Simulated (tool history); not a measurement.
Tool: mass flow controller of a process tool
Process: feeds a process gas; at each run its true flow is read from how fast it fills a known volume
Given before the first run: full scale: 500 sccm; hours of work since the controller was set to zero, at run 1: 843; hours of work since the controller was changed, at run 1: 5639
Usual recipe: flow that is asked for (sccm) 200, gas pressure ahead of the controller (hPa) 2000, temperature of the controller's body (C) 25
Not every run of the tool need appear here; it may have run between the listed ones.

run    hour  flow that is asked for (sccm)  gas pressure ahead of the controller (hPa)  temperature of the controller's body (C)  hours of work since the controller was set to zero  hours of work since the controller was changed  true flow (%)
  1     0.0                            200                                        2000                                        25                                                 843                                            5639          98.18
  2   103.9                            200                                        2000                                        28                                                 905                                            5701          98.17
  3   216.2                            200                                        2000                                        28                                                 972                                            5768          98.38
  4   443.3                            200                                        2000                                        28                                                1107                                            5903          98.54
  5   587.9                            200                                        2000                                        26                                                1193                                            5989          98.39
  6   741.7                            200                                        2000                                        26                                                1285                                            6081          98.39
  7   976.0                            200                                        2000                                        26                                                1425                                            6221          98.37
  8  1083.0                            200                                        2000                                        26                                                1488                                            6285          98.56
  9  1312.9                             99                                        2000                                        25                                                1625                                            6422          98.09
 10  1427.4                            200                                        2000                                        25                                                1694                                            6490          98.42
 11  1586.7                            200                                        1980                                        25                                                1789                                            6585          98.58
 12  1743.4                            200                                        2000                                        27                                                1882                                            6678          98.68
 13  1940.2                            200                                        2000                                        25                                                1999                                            6796          98.74
 14  2154.3                            200                                        2000                                        25                                                2127                                            6923          98.78
 15  2380.3                            200                                        2000                                        25                                                2262                                            7058          98.83
 16  2517.4                            200                                        2000                                        25                                                2344                                            7140          98.71
 17  2681.0                            200                                        2000                                        25                                                2441                                            7237          98.88
 18  2833.9                            200                                        2000                                        25                                                2532                                            7328          98.94
 19  2946.4                            200                                        2000                                        25                                                2599                                            7396          98.96
 20  3100.0                            200                                        2000                                        25                                                2691                                            7487          99.01
 21  3261.7                            200                                        2000                                        30                                                2787                                            7584          99.01
 22  3409.9                            200                                        2000                                        30                                                2876                                            7672          99.23
 23  3604.4                            200                                        1480                                        24                                                2992                                            7788          98.75
 24  3837.9                            200                                        1480                                        24                                                3131                                            7927          98.89
 25  3967.6                            129                                        1530                                        25                                                3208                                            8004          98.53
 26  4152.9                             81                                        1730                                        25                                                3319                                            8115          98.45
 27  4266.6                            357                                        2480                                        25                                                3386                                            8183         100.46
 28  4496.9                            357                                        2480                                        25                                                3524                                            8320         100.45
 29  4713.7                            357                                        1770                                        31                                                3653                                            8449         100.51
 30  4936.9                            200                                        2260                                        25                                                3786                                            8582          99.50
 31  5187.2                            200                                        2480                                        22                                                3935                                            8731          99.59
 32  5372.1                            200                                        2270                                        21                                                4046                                            8842          99.46
 33  5490.7                            200                                        2520                                        23                                                4116                                            8912          99.64
 34  5630.0                            200                                        2000                                        32                                                4199                                            8996          99.70
 35  5823.8                            200                                        2000                                        32                                                4315                                            9111          99.79
 36  5930.7                            200                                        1780                                        32                                                4379                                            9175          99.67
 37  6081.5                            200                                        1410                                        29                                                4468                                            9265          99.42
     6181.6  -- gauge calibrated
 38  6294.6                            200                                        1410                                        29                                                4596                                            9392          98.21
     6320.3  -- controller's zero set anew
 39  6515.2                            215                                        1670                                        28                                                 116                                            9523          98.41

Run by run, hidden condition taken away, random variation retained:
Hidden conditions of the tool in this case: flow at rest that the sensor doesn't see, % of full scale; true flow over the shown one, %; drift of the gauge itself on true_pct, %.
run  true flow (%)
  1          98.18
  2          98.15
  3          98.34
  4          98.43
  5          98.26
  6          98.22
  7          98.15
  8          98.31
  9          97.78
 10          98.09
 11          98.22
 12          98.28
 13          98.29
 14          98.28
 15          98.28
 16          98.13
 17          98.26
 18          98.29
 19          98.28
 20          98.29
 21          98.25
 22          98.44
 23          97.92
 24          98.01
 25          97.62
 26          97.48
 27          99.47
 28          99.41
 29          99.42
 30          98.36
 31          98.39
 32          98.22
 33          98.37
 34          98.40
 35          98.44
 36          98.30
 37          98.02
 38          98.18
 39          98.34
